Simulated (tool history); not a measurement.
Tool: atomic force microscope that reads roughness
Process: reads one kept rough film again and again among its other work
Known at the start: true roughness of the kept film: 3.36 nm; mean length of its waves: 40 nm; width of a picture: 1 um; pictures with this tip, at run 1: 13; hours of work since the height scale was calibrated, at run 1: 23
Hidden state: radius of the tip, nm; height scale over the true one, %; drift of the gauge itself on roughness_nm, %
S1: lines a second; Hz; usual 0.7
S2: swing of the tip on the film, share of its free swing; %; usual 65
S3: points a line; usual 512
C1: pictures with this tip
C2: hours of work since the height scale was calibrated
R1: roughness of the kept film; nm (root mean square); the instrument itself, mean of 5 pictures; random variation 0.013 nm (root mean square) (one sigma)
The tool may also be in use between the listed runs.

run   hour     S1  S2   S3   C1  C2     R1
  1      0    0.7  65  512   13  23  2.964
  2   10.5    0.7  65  512   22  29  2.972
  3     17    0.7  65  512   28  32  2.936
  4   25.9    0.7  65  512   36  37  2.911
  5   32.7    0.7  65  512   42  41  2.914
  6     39    0.7  65  512   47  44  2.918
  7     49  0.609  65  512   56  49  2.893
  8   60.3  0.609  65  512   66  55    2.9
  9   69.5    0.7  65  512   74  60  2.869
 10   78.3    0.7  65  512   82  65  2.853
 11   88.8    0.7  65  512   91  71  2.837
 12   99.6  3.487  65  512  101  76  2.509
 13  107.1  2.482  71  276  108  80  2.498
 14  112.2  2.482  71  276  112  83  2.468
     114.2  -- height scale calibrated on a step standard
 15  121.3  2.482  71  276  119   4  2.465
 16  127.3  0.641  71  860  125   7  2.774
 17  134.1  0.625  65  271  131  11  2.772
 18  140.9  0.625  65  271  137  14  2.753
 19  152.7  1.277  85  512  147  21  2.429
 20  161.5  0.719  65  503  155  25  2.738
     170.9  -- height scale calibrated on a step standard, once more
 21  173.2  0.719  65  298  165   1  2.703
 22  182.2   3.29  70  299  173   6  2.326
 23  193.6   3.29  70  299  183  12   2.28

Some steps in R1 between neighbouring runs. How much of each would the tool show without its hidden state too (settings, what came in, random variation), and how much is left for the hidden state, with any gauge scatter that isn't in both results?
Run 11 -> 12: S1 0.7 -> 3.487. R1 -0.328 nm (root mean square): hidden state +0.005, all else -0.333.
Run 15 -> 16: S1 2.482 -> 0.641, S3 276 -> 860. R1 +0.309 nm (root mean square): hidden state -0.033, all else +0.342.
Run 19 -> 20: S1 1.277 -> 0.719, S2 85 -> 65, S3 512 -> 503. R1 +0.309 nm (root mean square): hidden state -0.045, all else +0.354.
Run 21 -> 22: S1 0.719 -> 3.29, S2 65 -> 70, S3 298 -> 299. R1 -0.377 nm (root mean square): hidden state +0.028, all else -0.405.
